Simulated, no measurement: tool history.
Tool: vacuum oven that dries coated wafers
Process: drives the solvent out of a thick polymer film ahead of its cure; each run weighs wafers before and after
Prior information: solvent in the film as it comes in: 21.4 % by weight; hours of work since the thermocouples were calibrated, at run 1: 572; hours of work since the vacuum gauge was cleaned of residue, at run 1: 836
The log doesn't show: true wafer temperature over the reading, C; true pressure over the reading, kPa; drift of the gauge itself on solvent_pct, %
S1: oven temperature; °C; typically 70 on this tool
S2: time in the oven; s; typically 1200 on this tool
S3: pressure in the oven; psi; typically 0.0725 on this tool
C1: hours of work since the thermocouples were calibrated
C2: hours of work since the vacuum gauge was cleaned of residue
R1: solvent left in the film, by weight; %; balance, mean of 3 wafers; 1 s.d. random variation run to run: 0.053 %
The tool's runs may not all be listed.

run	hour	S1	S2	S3	C1	C2	R1
1	0.0	70	1200	0.0725	572	836	1.83
2	30.9	70	1200	0.0725	595	859	1.78
3	81.6	70	1200	0.0725	634	898	1.76
4	119.7	70	1200	0.0725	663	927	1.77
5	153.8	70	660	0.0725	689	953	4.34
6	201.5	70	660	0.0725	726	990	4.33
7	248.4	70	660	0.0725	761	1025	4.40
8	294.1	70	660	0.0725	796	1060	4.28
9	327.1	70	660	0.0725	822	1086	4.36
10	367.0	70	660	0.0725	852	1116	4.38
11	397.8	70	660	0.0725	876	1140	4.28
12	420.3	70	1200	0.0725	893	1157	1.77
13	448.6	64	1200	0.0725	915	1178	3.54
14	480.4	64	1200	0.0725	939	1203	3.49
15	529.0	68	1200	0.0725	976	1240	2.17
16	576.2	70	1200	0.0725	1012	1276	1.71
17	601.7	70	1200	0.0725	1031	1295	1.71
18	644.2	70	1200	0.0725	1064	1328	1.83
# hour 653.3: oven's thermocouples calibrated
19	691.3	70	1200	0.0725	29	1362	2.01
20	723.5	70	1200	0.0725	54	1387	2.03
21	745.7	70	1200	0.0725	71	1404	2.10
22	795.1	70	1200	0.0725	108	1442	2.04
23	827.0	73	1200	0.0725	133	1466	1.39
24	871.9	73	1500	0.0860	167	1500	1.15
25	918.3	77	1320	0.1024	202	1536	1.00
26	950.6	77	1320	0.1024	227	1560	0.96
27	984.8	58	1320	0.1024	253	1587	6.08
28	1011.2	58	1320	0.1024	274	1607	6.11
29	1057.5	65	780	0.1461	309	1642	6.36
30	1087.0	83	1200	0.2297	331	1665	1.19
31	1139.2	75	840	0.2297	371	1705	2.68
32	1177.9	58	1740	0.1363	401	1734	4.91
33	1204.2	70	900	0.0725	421	1754	3.00
34	1244.9	82	1320	0.0725	452	1785	0.62
35	1267.8	82	1320	0.0725	470	1803	0.63
36	1298.5	62	1200	0.1308	493	1826	5.10
37	1350.1	62	1200	0.1308	532	1866	5.10
38	1398.9	65	1320	0.0725	570	1903	2.94
39	1435.3	65	1320	0.0725	598	1931	3.06
40	1468.9	65	1320	0.0725	623	1957	3.03
41	1491.1	81	1020	0.1391	640	1974	1.00
42	1515.8	70	1200	0.0380	659	1992	1.80
43	1555.9	71	1200	0.0380	690	2023	1.61
44	1594.1	70	2100	0.0612	719	2052	1.01
45	1625.9	70	1800	0.2828	743	2077	2.45
46	1653.8	82	780	0.2250	765	2098	1.46

Across each entry between runs, compare the hidden state at the last listed run before it with the hidden state at the first listed run after it:
From run 18 to run 19: oven's thermocouples calibrated (hour 653.3)
  true wafer temperature over the reading, C: 1.26 -> 0.14; true pressure over the reading, kPa: 0.429 -> 0.439
  the result without the hidden state subtracted from the measured one, R1: +0.07 -> +0.33 %

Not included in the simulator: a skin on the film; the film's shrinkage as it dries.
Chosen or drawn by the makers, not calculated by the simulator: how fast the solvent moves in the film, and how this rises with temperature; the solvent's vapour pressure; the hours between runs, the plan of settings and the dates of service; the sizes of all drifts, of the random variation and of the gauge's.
